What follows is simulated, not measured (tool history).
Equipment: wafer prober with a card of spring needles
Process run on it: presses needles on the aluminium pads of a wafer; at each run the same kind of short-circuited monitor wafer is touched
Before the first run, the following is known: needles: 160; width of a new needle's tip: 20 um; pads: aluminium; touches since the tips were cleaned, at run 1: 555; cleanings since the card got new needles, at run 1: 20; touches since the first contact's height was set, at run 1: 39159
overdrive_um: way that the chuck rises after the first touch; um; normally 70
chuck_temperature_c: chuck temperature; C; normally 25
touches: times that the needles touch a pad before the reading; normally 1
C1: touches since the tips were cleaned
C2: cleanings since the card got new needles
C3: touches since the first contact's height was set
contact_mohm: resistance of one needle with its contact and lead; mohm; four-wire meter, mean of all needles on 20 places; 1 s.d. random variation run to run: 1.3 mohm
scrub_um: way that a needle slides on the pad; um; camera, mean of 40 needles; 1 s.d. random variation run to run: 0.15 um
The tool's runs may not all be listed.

run 1 hour=0.0 | overdrive_um=70 chuck_temperature_c=25 touches=1 | C1=555 C2=20 C3=39159 | contact_mohm=151 scrub_um=19.08
-- hour=3.1 tips cleaned on abrasive film
-- hour=8.3 tips cleaned on abrasive film
-- hour=13.4 tips cleaned on abrasive film
-- hour=17.5 tips cleaned on abrasive film
run 2 hour=21.3 | overdrive_um=70 chuck_temperature_c=25 touches=1 | C1=1521 C2=24 C3=47685 | contact_mohm=190 scrub_um=18.68
-- hour=22.4 tips cleaned on abrasive film
-- hour=27.5 tips cleaned on abrasive film
-- hour=32.6 tips cleaned on abrasive film
run 3 hour=34.9 | overdrive_um=70 chuck_temperature_c=25 touches=2 | C1=912 C2=27 C3=53129 | contact_mohm=146 scrub_um=19.01
-- hour=37.0 tips cleaned on abrasive film
-- hour=42.1 tips cleaned on abrasive film
-- hour=47.3 tips cleaned on abrasive film
-- hour=52.4 tips cleaned on abrasive film
-- hour=57.5 tips cleaned on abrasive film
run 4 hour=58.0 | overdrive_um=70 chuck_temperature_c=25 touches=2 | C1=185 C2=32 C3=62380 | contact_mohm=123 scrub_um=18.69
-- hour=62.1 tips cleaned on abrasive film
-- hour=67.3 tips cleaned on abrasive film
-- hour=72.4 tips cleaned on abrasive film
run 5 hour=73.0 | overdrive_um=70 chuck_temperature_c=25 touches=2 | C1=234 C2=35 C3=68385 | contact_mohm=126 scrub_um=18.84
-- hour=77.1 tips cleaned on abrasive film
-- hour=82.3 tips cleaned on abrasive film
-- hour=87.4 tips cleaned on abrasive film
run 6 hour=88.8 | overdrive_um=81 chuck_temperature_c=25 touches=1 | C1=565 C2=38 C3=74720 | contact_mohm=140 scrub_um=21.59
-- hour=90.9 tips cleaned on abrasive film, once more
-- hour=96.0 tips cleaned on abrasive film
-- hour=101.2 tips cleaned on abrasive film
-- hour=105.3 tips cleaned on abrasive film
run 7 hour=105.3 | overdrive_um=70 chuck_temperature_c=25 touches=1 | C1=0 C2=42 C3=81333 | contact_mohm=121 scrub_um=18.82
-- hour=109.5 tips cleaned on abrasive film
-- hour=113.6 tips cleaned on abrasive film
-- hour=118.8 tips cleaned on abrasive film
run 8 hour=119.0 | overdrive_um=70 chuck_temperature_c=25 touches=1 | C1=83 C2=45 C3=86774 | contact_mohm=123 scrub_um=18.70
-- hour=123.1 tips cleaned on abrasive film
-- hour=127.2 tips cleaned on abrasive film
-- hour=132.4 tips cleaned on abrasive film
run 9 hour=135.2 | overdrive_um=70 chuck_temperature_c=25 touches=1 | C1=1173 C2=48 C3=93304 | contact_mohm=185 scrub_um=18.63
-- hour=137.3 tips cleaned on abrasive film
-- hour=141.5 tips cleaned on abrasive film
-- hour=146.6 tips cleaned on abrasive film
-- hour=151.8 tips cleaned on abrasive film
-- hour=156.9 tips cleaned on abrasive film
-- hour=161.5 tips cleaned on abrasive film
run 10 hour=161.5 | overdrive_um=70 chuck_temperature_c=25 touches=1 | C1=0 C2=54 C3=103782 | contact_mohm=118 scrub_um=18.39
-- hour=165.6 tips cleaned on abrasive film
-- hour=170.7 tips cleaned on abrasive film
run 11 hour=174.0 | overdrive_um=70 chuck_temperature_c=54 touches=1 | C1=1322 C2=56 C3=108812 | contact_mohm=198 scrub_um=18.46
-- hour=175.1 tips cleaned on abrasive film
-- hour=180.2 tips cleaned on abrasive film
-- hour=185.3 tips cleaned on abrasive film
-- hour=190.5 tips cleaned on abrasive film
run 12 hour=191.4 | overdrive_um=70 chuck_temperature_c=25 touches=1 | C1=394 C2=60 C3=115798 | contact_mohm=146 scrub_um=18.60
-- hour=195.6 tips cleaned on abrasive film
-- hour=200.7 tips cleaned on abrasive film
-- hour=204.8 tips cleaned on abrasive film
run 13 hour=205.0 | overdrive_um=70 chuck_temperature_c=51 touches=1 | C1=53 C2=63 C3=121209 | contact_mohm=129 scrub_um=18.61
-- hour=209.1 tips cleaned on abrasive film
-- hour=214.3 tips cleaned on abrasive film
run 14 hour=217.0 | overdrive_um=70 chuck_temperature_c=51 touches=1 | C1=1105 C2=65 C3=126025 | contact_mohm=185 scrub_um=18.15
-- hour=219.1 tips cleaned on abrasive film
-- hour=223.2 tips cleaned on abrasive film
-- hour=228.3 tips cleaned on abrasive film
run 15 hour=229.7 | overdrive_um=70 chuck_temperature_c=52 touches=1 | C1=538 C2=68 C3=131096 | contact_mohm=153 scrub_um=18.59
-- hour=232.8 tips cleaned on abrasive film
-- hour=237.9 tips cleaned on abrasive film
-- hour=243.1 tips cleaned on abrasive film
-- hour=248.2 tips cleaned on abrasive film
run 16 hour=249.0 | overdrive_um=70 chuck_temperature_c=27 touches=1 | C1=340 C2=72 C3=138853 | contact_mohm=141 scrub_um=18.56
-- hour=253.2 tips cleaned on abrasive film
-- hour=258.3 tips cleaned on abrasive film
-- hour=262.4 tips cleaned on abrasive film
run 17 hour=264.6 | overdrive_um=70 chuck_temperature_c=27 touches=1 | C1=889 C2=75 C3=145100 | contact_mohm=177 scrub_um=18.21
-- hour=266.7 tips cleaned on abrasive film
-- hour=270.8 tips cleaned on abrasive film
-- hour=276.0 tips cleaned on abrasive film
-- hour=281.1 tips cleaned on abrasive film
-- hour=285.3 tips cleaned on abrasive film
run 18 hour=287.8 | overdrive_um=62 chuck_temperature_c=51 touches=1 | C1=1039 C2=80 C3=154375 | contact_mohm=213 scrub_um=16.02
-- hour=289.9 tips cleaned on abrasive film
-- hour=295.1 tips cleaned on abrasive film
-- hour=300.2 tips cleaned on abrasive film
-- hour=305.3 tips cleaned on abrasive film
-- hour=310.5 tips cleaned on abrasive film
run 19 hour=313.9 | overdrive_um=90 chuck_temperature_c=119 touches=3 | C1=1403 C2=85 C3=164845 | contact_mohm=138 scrub_um=23.74
-- hour=315.0 tips cleaned on abrasive film
-- hour=319.1 tips cleaned on abrasive film
-- hour=324.3 tips cleaned on abrasive film
-- hour=329.4 tips cleaned on abrasive film
run 20 hour=332.2 | overdrive_um=70 chuck_temperature_c=27 touches=2 | C1=1128 C2=89 C3=172155 | contact_mohm=159 scrub_um=18.24
-- hour=334.3 tips cleaned on abrasive film
-- hour=338.4 tips cleaned on abrasive film
-- hour=342.6 tips cleaned on abrasive film
-- hour=347.7 tips cleaned on abrasive film
-- hour=351.8 tips cleaned on abrasive film
-- hour=356.8 tips cleaned on abrasive film
run 21 hour=356.8 | overdrive_um=70 chuck_temperature_c=27 touches=2 | C1=0 C2=95 C3=181965 | contact_mohm=120 scrub_um=18.15
-- hour=360.9 tips cleaned on abrasive film
-- hour=366.0 tips cleaned on abrasive film
-- hour=371.2 tips cleaned on abrasive film
-- hour=376.3 tips cleaned on abrasive film
run 22 hour=377.8 | overdrive_um=63 chuck_temperature_c=26 touches=2 | C1=581 C2=99 C3=190376 | contact_mohm=145 scrub_um=16.27
-- hour=380.9 tips cleaned on abrasive film
-- hour=385.0 tips cleaned on abrasive film
-- hour=390.1 tips cleaned on abrasive film
-- hour=395.3 tips cleaned on abrasive film
-- hour=399.4 tips cleaned on abrasive film
run 23 hour=400.6 | overdrive_um=63 chuck_temperature_c=26 touches=2 | C1=496 C2=104 C3=199525 | contact_mohm=150 scrub_um=15.83
-- hour=403.7 tips cleaned on abrasive film
-- hour=408.9 tips cleaned on abrasive film
-- hour=409.2 height of the first contact set anew
-- hour=414.3 tips cleaned on abrasive film
-- hour=418.8 tips cleaned on abrasive film
run 24 hour=418.8 | overdrive_um=73 chuck_temperature_c=26 touches=2 | C1=0 C2=108 C3=3837 | contact_mohm=116 scrub_um=20.23
-- hour=423.9 tips cleaned on abrasive film
-- hour=429.0 tips cleaned on abrasive film
-- hour=434.2 tips cleaned on abrasive film
run 25 hour=437.6 | overdrive_um=73 chuck_temperature_c=26 touches=2 | C1=1399 C2=111 C3=11416 | contact_mohm=158 scrub_um=20.11

Consider 3 possible next runs. They are alternatives, not a sequence: every one starts from the tool as it was left by run 25. What does each give?
-- hour=438.7 tips cleaned on abrasive film
-- hour=443.9 tips cleaned on abrasive film
-- hour=449.0 tips cleaned on abrasive film
-- hour=454.1 tips cleaned on abrasive film
run A hour=454.8 | overdrive_um=70 chuck_temperature_c=61 touches=1 | C1=261 C2=115 C3=18269 | contact_mohm=? scrub_um=?
-- hour=438.7 tips cleaned on abrasive film
-- hour=443.9 tips cleaned on abrasive film
-- hour=449.0 tips cleaned on abrasive film
-- hour=454.1 tips cleaned on abrasive film
run B hour=454.8 | overdrive_um=51 chuck_temperature_c=110 touches=2 | C1=261 C2=115 C3=18269 | contact_mohm=? scrub_um=?
-- hour=438.7 tips cleaned on abrasive film
-- hour=443.9 tips cleaned on abrasive film
-- hour=449.0 tips cleaned on abrasive film
-- hour=454.1 tips cleaned on abrasive film
run C hour=454.8 | overdrive_um=70 chuck_temperature_c=48 touches=1 | C1=261 C2=115 C3=18269 | contact_mohm=? scrub_um=?

run=A contact_mohm=135 scrub_um=19.24
run=B contact_mohm=147 scrub_um=13.83
run=C contact_mohm=133 scrub_um=19.31
What these runs would have given with no unlogged condition in the tool:
run=A contact_mohm=115 scrub_um=19.37
run=B contact_mohm=126 scrub_um=13.96
run=C contact_mohm=113 scrub_um=19.45
